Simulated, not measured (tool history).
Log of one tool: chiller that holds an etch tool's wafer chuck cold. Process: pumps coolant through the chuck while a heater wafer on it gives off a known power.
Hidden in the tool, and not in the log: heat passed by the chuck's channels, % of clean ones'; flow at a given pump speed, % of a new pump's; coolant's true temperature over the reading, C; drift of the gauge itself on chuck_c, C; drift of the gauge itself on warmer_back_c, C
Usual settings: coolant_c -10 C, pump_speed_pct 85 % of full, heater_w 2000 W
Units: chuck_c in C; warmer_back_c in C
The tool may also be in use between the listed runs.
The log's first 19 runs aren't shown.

run	hour	coolant_c	pump_speed_pct	heater_w	hours since the coolant was changed and the channels were flushed	hours since the pump was overhauled	hours since the chiller's thermometer was calibrated	chuck_c	warmer_back_c
20	1551.1	-6	93	2104	4631	2623	222	13.7	5.62
21	1640.8	-6	93	2754	4721	2713	312	19.8	7.42
22	1744.2	-20	91	1058	4825	2816	415	-10	2.91
23	1813.7	-20	91	1058	4894	2886	485	-9.7	2.92
24	1896.4	-14	78	1417	4977	2969	568	1.3	4.54
25	1968.1	-14	69	2575	5048	3040	639	16.7	9.28
26	2061	-14	69	2575	5141	3133	732	16.7	9.34
27	2144.6	-14	69	2575	5225	3217	816	17	9.36
# hour 2201: coolant changed, channels flushed
28	2201	-6	85	2000	0	3267	866	12	5.95
29	2276.5	-4	70	1305	75	3343	942	9.7	4.62
30	2355.4	-4	70	1305	154	3422	1021	9.9	4.71
31	2431.6	-11	66	2000	231	3498	1097	11.1	7.68

5 ways to go on from here, each from the tool as it stands after run 31. What would each give?
A	2479.7	-2	81	2000	279	3546	1145	?	?
B	2479.7	-11	61	2000	279	3546	1145	?	?
C	2479.7	-3	71	1140	279	3546	1145	?	?
D	2479.7	-18	66	2000	279	3546	1145	?	?
E	2479.7	-14	66	2000	279	3546	1145	?	?

run	chuck_c	warmer_back_c
A	16.8	6.27
B	12.5	8.28
C	9	4.07
D	4.2	7.68
E	8.1	7.67
Without the tool's hidden state the same runs would have given:
run	chuck_c	warmer_back_c
A	15.3	5.77
B	10.7	7.61
C	7.9	3.74
D	2.5	7.06
E	6.4	7.05
